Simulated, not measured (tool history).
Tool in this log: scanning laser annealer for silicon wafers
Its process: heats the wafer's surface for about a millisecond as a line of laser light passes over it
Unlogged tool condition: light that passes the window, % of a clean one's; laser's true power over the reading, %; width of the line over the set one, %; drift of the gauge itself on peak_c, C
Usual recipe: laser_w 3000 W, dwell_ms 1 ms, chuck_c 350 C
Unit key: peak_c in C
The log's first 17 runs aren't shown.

| run | hour | laser_w | dwell_ms | chuck_c | hours of work since the window was cleaned | hours of work since the power meter was calibrated | hours of work since the optics were aligned | peak_c |
|---|---|---|---|---|---|---|---|---|
| 18 | 760.3 | 3151 | 1 | 350 | 575 | 2009 | 53 | 1185 |
| 19 | 801.8 | 3000 | 0.86 | 350 | 604 | 2038 | 82 | 1083 |
| 20 | 864.3 | 3000 | 0.79 | 350 | 648 | 2082 | 126 | 1050 |
| 21 | 926.6 | 3000 | 1.23 | 382 | 692 | 2125 | 170 | 1236 |
| 22 | 982 | 3288 | 1.23 | 352 | 731 | 2164 | 209 | 1308 |
|  | 988 | laser's power meter calibrated |
| 23 | 1038.5 | 3286 | 0.99 | 350 | 768 | 35 | 246 | 1230 |
| 24 | 1086.2 | 2670 | 0.99 | 350 | 802 | 69 | 280 | 1023 |
| 25 | 1124.2 | 2670 | 0.99 | 350 | 828 | 95 | 306 | 1022 |
| 26 | 1172.2 | 2906 | 1.09 | 373 | 862 | 129 | 340 | 1151 |
| 27 | 1203.5 | 3103 | 0.75 | 326 | 884 | 151 | 362 | 1037 |
| 28 | 1229.4 | 3103 | 0.75 | 326 | 902 | 169 | 380 | 1043 |
| 29 | 1255.5 | 3103 | 0.75 | 326 | 920 | 188 | 398 | 1040 |
|  | 1268.5 | window over the wafer cleaned |
| 30 | 1304.8 | 3103 | 0.75 | 326 | 25 | 221 | 432 | 1085 |
| 31 | 1341.9 | 3103 | 0.75 | 326 | 51 | 247 | 458 | 1080 |
|  | 1362.3 | laser's power meter calibrated, once more |
| 32 | 1371.6 | 3026 | 1 | 312 | 70 | 7 | 476 | 1102 |
| 33 | 1401.9 | 3173 | 1 | 310 | 91 | 28 | 497 | 1147 |
| 34 | 1441.1 | 3000 | 0.78 | 350 | 119 | 55 | 525 | 1049 |
| 35 | 1480.7 | 2892 | 0.93 | 350 | 147 | 83 | 553 | 1067 |
| 36 | 1511.9 | 3280 | 0.7 | 324 | 168 | 105 | 575 | 1067 |
| 37 | 1568.4 | 3280 | 0.7 | 324 | 208 | 144 | 614 | 1063 |
| 38 | 1620.4 | 2676 | 1 | 369 | 245 | 181 | 651 | 1038 |
| 39 | 1660.8 | 2676 | 1 | 369 | 273 | 209 | 679 | 1039 |

Expected results for the next run?
| 40 | 1708 | 2774 | 0.78 | 370 | 306 | 242 | 712 | ? |

Run 40 came out at peak_c 994 C.
With no hidden state in the tool, this same run would have given peak_c 1015 C.
